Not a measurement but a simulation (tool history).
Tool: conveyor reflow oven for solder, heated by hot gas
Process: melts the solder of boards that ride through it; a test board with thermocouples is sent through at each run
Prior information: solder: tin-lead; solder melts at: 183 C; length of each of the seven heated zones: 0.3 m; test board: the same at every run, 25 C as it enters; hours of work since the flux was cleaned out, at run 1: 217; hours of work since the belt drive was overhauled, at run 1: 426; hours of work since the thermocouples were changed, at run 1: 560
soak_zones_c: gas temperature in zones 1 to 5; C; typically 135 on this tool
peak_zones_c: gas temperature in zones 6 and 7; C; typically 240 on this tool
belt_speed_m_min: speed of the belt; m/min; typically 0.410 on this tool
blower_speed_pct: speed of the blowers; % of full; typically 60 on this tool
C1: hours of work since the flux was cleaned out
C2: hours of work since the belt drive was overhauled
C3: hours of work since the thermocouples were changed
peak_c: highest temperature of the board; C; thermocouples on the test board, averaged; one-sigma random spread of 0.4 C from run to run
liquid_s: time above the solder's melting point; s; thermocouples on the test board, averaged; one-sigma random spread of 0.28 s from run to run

{"run": 1, "day": 0.0, "soak_zones_c": 135, "peak_zones_c": 240, "belt_speed_m_min": 0.41, "blower_speed_pct": 60, "C1": 217, "C2": 426, "C3": 560, "peak_c": 220.0, "liquid_s": 67.3}
{"run": 2, "day": 1.75, "soak_zones_c": 135, "peak_zones_c": 240, "belt_speed_m_min": 0.41, "blower_speed_pct": 60, "C1": 244, "C2": 453, "C3": 587, "peak_c": 219.5, "liquid_s": 67.5}
{"run": 3, "day": 5.012, "soak_zones_c": 135, "peak_zones_c": 240, "belt_speed_m_min": 0.41, "blower_speed_pct": 60, "C1": 295, "C2": 504, "C3": 638, "peak_c": 219.0, "liquid_s": 67.1}
{"day": 6.65, "done": "flux residue cleaned out of gas plates and filters"}
{"run": 4, "day": 8.346, "soak_zones_c": 135, "peak_zones_c": 240, "belt_speed_m_min": 0.41, "blower_speed_pct": 60, "C1": 26, "C2": 552, "C3": 686, "peak_c": 220.8, "liquid_s": 68.5}
{"run": 5, "day": 11.246, "soak_zones_c": 135, "peak_zones_c": 240, "belt_speed_m_min": 0.41, "blower_speed_pct": 60, "C1": 71, "C2": 597, "C3": 731, "peak_c": 220.1, "liquid_s": 68.0}
{"run": 6, "day": 14.938, "soak_zones_c": 135, "peak_zones_c": 240, "belt_speed_m_min": 0.41, "blower_speed_pct": 60, "C1": 128, "C2": 654, "C3": 788, "peak_c": 219.6, "liquid_s": 67.5}
{"day": 15.292, "done": "belt drive overhauled, speed set with a stopwatch"}
{"run": 7, "day": 18.092, "soak_zones_c": 138, "peak_zones_c": 240, "belt_speed_m_min": 0.41, "blower_speed_pct": 60, "C1": 175, "C2": 43, "C3": 834, "peak_c": 220.1, "liquid_s": 69.5}
{"day": 20.675, "done": "thermocouples of zones 6 and 7 changed"}
{"run": 8, "day": 21.304, "soak_zones_c": 138, "peak_zones_c": 240, "belt_speed_m_min": 0.41, "blower_speed_pct": 60, "C1": 223, "C2": 92, "C3": 10, "peak_c": 222.4, "liquid_s": 72.6}
{"run": 9, "day": 24.775, "soak_zones_c": 138, "peak_zones_c": 240, "belt_speed_m_min": 0.41, "blower_speed_pct": 60, "C1": 277, "C2": 146, "C3": 64, "peak_c": 222.6, "liquid_s": 71.8}
{"day": 26.775, "done": "belt drive overhauled, speed set with a stopwatch, once more"}
{"run": 10, "day": 27.196, "soak_zones_c": 143, "peak_zones_c": 240, "belt_speed_m_min": 0.41, "blower_speed_pct": 67, "C1": 312, "C2": 7, "C3": 98, "peak_c": 223.6, "liquid_s": 73.5}
{"day": 27.821, "done": "flux residue cleaned out of gas plates and filters"}
{"run": 11, "day": 30.392, "soak_zones_c": 131, "peak_zones_c": 231, "belt_speed_m_min": 0.401, "blower_speed_pct": 67, "C1": 40, "C2": 53, "C3": 145, "peak_c": 214.9, "liquid_s": 63.7}
{"run": 12, "day": 32.771, "soak_zones_c": 135, "peak_zones_c": 240, "belt_speed_m_min": 0.41, "blower_speed_pct": 55, "C1": 77, "C2": 90, "C3": 182, "peak_c": 218.8, "liquid_s": 66.3}
{"run": 13, "day": 34.883, "soak_zones_c": 126, "peak_zones_c": 235, "belt_speed_m_min": 0.41, "blower_speed_pct": 66, "C1": 109, "C2": 122, "C3": 214, "peak_c": 216.8, "liquid_s": 61.4}

What if the next run were any one of these 4? Each begins from the tool's condition after run 13:
{"run": "A", "day": 37.125, "soak_zones_c": 135, "peak_zones_c": 248, "belt_speed_m_min": 0.41, "blower_speed_pct": 61, "C1": 144, "C2": 157, "C3": 249, "peak_c": "?", "liquid_s": "?"}
{"run": "B", "day": 37.125, "soak_zones_c": 135, "peak_zones_c": 250, "belt_speed_m_min": 0.41, "blower_speed_pct": 60, "C1": 144, "C2": 157, "C3": 249, "peak_c": "?", "liquid_s": "?"}
{"run": "C", "day": 37.125, "soak_zones_c": 135, "peak_zones_c": 250, "belt_speed_m_min": 0.34, "blower_speed_pct": 60, "C1": 144, "C2": 157, "C3": 249, "peak_c": "?", "liquid_s": "?"}
{"run": "D", "day": 37.125, "soak_zones_c": 124, "peak_zones_c": 235, "belt_speed_m_min": 0.466, "blower_speed_pct": 56, "C1": 144, "C2": 157, "C3": 249, "peak_c": "?", "liquid_s": "?"}

run=A peak_c=228.0 liquid_s=73.4
run=B peak_c=230.0 liquid_s=74.4
run=C peak_c=236.7 liquid_s=94.7
run=D peak_c=207.6 liquid_s=43.2
Had the tool no hidden state, the same runs would have come out as:
run=A peak_c=229.3 liquid_s=74.1
run=B peak_c=231.3 liquid_s=75.1
run=C peak_c=237.9 liquid_s=95.1
run=D peak_c=208.9 liquid_s=44.7

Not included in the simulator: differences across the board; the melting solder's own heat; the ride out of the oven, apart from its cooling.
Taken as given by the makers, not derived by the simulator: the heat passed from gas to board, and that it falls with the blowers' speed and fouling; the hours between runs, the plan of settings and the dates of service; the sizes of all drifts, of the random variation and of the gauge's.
